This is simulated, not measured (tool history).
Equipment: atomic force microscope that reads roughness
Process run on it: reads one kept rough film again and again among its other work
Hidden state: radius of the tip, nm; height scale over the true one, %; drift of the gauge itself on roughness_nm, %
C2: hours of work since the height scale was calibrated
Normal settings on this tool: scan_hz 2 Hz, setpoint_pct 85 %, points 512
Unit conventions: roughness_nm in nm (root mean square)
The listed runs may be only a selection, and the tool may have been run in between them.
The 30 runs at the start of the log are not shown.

Run 31, day 24.871: usual settings but scan_hz 1.65 Hz, setpoint_pct 86 %, points 534; pictures with this tip 270; C2 872. Result: roughness_nm 0.542 nm (root mean square).
Run 32, day 25.904: usual settings but points 427; pictures with this tip 312; C2 892. Result: roughness_nm 0.531 nm (root mean square).
Run 33, day 26.954: usual settings but points 427; pictures with this tip 354; C2 912. Result: roughness_nm 0.525 nm (root mean square).
At day 27.412: new tip fitted.
Run 34, day 27.896: usual settings but points 427; pictures with this tip 20; C2 929. Result: roughness_nm 0.542 nm (root mean square).
Run 35, day 28.917: usual settings but scan_hz 0.63 Hz, setpoint_pct 55 %, points 489; pictures with this tip 61; C2 948. Result: roughness_nm 0.611 nm (root mean square).
Run 36, day 29.517: usual settings but points 509; pictures with this tip 86; C2 960. Result: roughness_nm 0.541 nm (root mean square).
At day 29.621: height scale calibrated on a step standard.
Run 37, day 30.125: usual settings but points 509; pictures with this tip 109; C2 9. Result: roughness_nm 0.545 nm (root mean square).
Run 38, day 30.592: usual settings but scan_hz 0.68 Hz, points 317; pictures with this tip 128; C2 18. Result: roughness_nm 0.587 nm (root mean square).
Run 39, day 31.183: usual settings but scan_hz 2.16 Hz, setpoint_pct 63 %, points 688; pictures with this tip 152; C2 30. Result: roughness_nm 0.591 nm (root mean square).
At day 31.771: height scale calibrated on a step standard, once more.
Run 40, day 32.058: usual settings but scan_hz 0.92 Hz, points 932; pictures with this tip 186; C2 5. Result: roughness_nm 0.568 nm (root mean square).
Run 41, day 32.788: usual settings but scan_hz 1.12 Hz, setpoint_pct 86 %, points 448; pictures with this tip 216; C2 19. Result: roughness_nm 0.554 nm (root mean square).
Run 42, day 33.862: usual settings but scan_hz 3.9 Hz, setpoint_pct 88 %, points 594; pictures with this tip 259; C2 40. Result: roughness_nm 0.459 nm (root mean square).
Run 43, day 34.396: usual settings but scan_hz 1.66 Hz; pictures with this tip 281; C2 50. Result: roughness_nm 0.536 nm (root mean square).
Run 44, day 35.071: usual settings but scan_hz 1.66 Hz; pictures with this tip 309; C2 62. Result: roughness_nm 0.535 nm (root mean square).
Run 45, day 35.883: usual settings but scan_hz 1.66 Hz, setpoint_pct 77 %, points 446; pictures with this tip 342; C2 78. Result: roughness_nm 0.551 nm (root mean square).
At day 36.596: new tip fitted.
Run 46, day 36.867: usual settings but scan_hz 2.68 Hz, setpoint_pct 77 %, points 360; pictures with this tip 11; C2 96. Result: roughness_nm 0.54 nm (root mean square).
Run 47, day 37.638: usual settings but scan_hz 2.97 Hz, setpoint_pct 68 %, points 280; pictures with this tip 42; C2 110. Result: roughness_nm 0.558 nm (root mean square).
Run 48, day 38.358: usual settings but scan_hz 0.61 Hz, setpoint_pct 86 %, points 411; pictures with this tip 71; C2 124. Result: roughness_nm 0.577 nm (root mean square).
Run 49, day 39.354: usual settings but scan_hz 1.49 Hz, setpoint_pct 57 %, points 411; pictures with this tip 112; C2 143. Result: roughness_nm 0.59 nm (root mean square).
Run 50, day 39.808: usual settings but scan_hz 1.27 Hz, setpoint_pct 77 %, points 404; pictures with this tip 130; C2 152. Result: roughness_nm 0.569 nm (root mean square).
Run 51, day 40.508: usual settings but scan_hz 1.91 Hz, points 454; pictures with this tip 159; C2 165. Result: roughness_nm 0.533 nm (root mean square).
Run 52, day 41.312: usual settings but scan_hz 1.24 Hz, setpoint_pct 73 %, points 292; pictures with this tip 192; C2 180. Result: roughness_nm 0.571 nm (root mean square).

Consider 5 possible next runs. They are alternatives, not a sequence: every one starts from the tool as it was left by run 52. What does each give?
Run A, day 42.312: usual settings but scan_hz 0.9 Hz, setpoint_pct 77 %; pictures with this tip 232; C2 199. Result: roughness_nm ?.
Run B, day 42.312: usual settings but scan_hz 0.73 Hz, setpoint_pct 66 %, points 518; pictures with this tip 232; C2 199. Result: roughness_nm ?.
Run C, day 42.312: usual settings but setpoint_pct 81 %; pictures with this tip 232; C2 199. Result: roughness_nm ?.
Run D, day 42.312: usual settings but scan_hz 2.64 Hz, setpoint_pct 68 %, points 280; pictures with this tip 232; C2 199. Result: roughness_nm ?.
Run E, day 42.312: usual settings but scan_hz 1.24 Hz, setpoint_pct 67 %, points 687; pictures with this tip 232; C2 199. Result: roughness_nm ?.

run  roughness_nm
  A         0.574
  B          0.59
  C         0.539
  D         0.553
  E         0.582
Had the tool no hidden state, the same runs would have come out as:
run  roughness_nm
  A         0.583
  B         0.599
  C         0.547
  D         0.561
  E         0.592

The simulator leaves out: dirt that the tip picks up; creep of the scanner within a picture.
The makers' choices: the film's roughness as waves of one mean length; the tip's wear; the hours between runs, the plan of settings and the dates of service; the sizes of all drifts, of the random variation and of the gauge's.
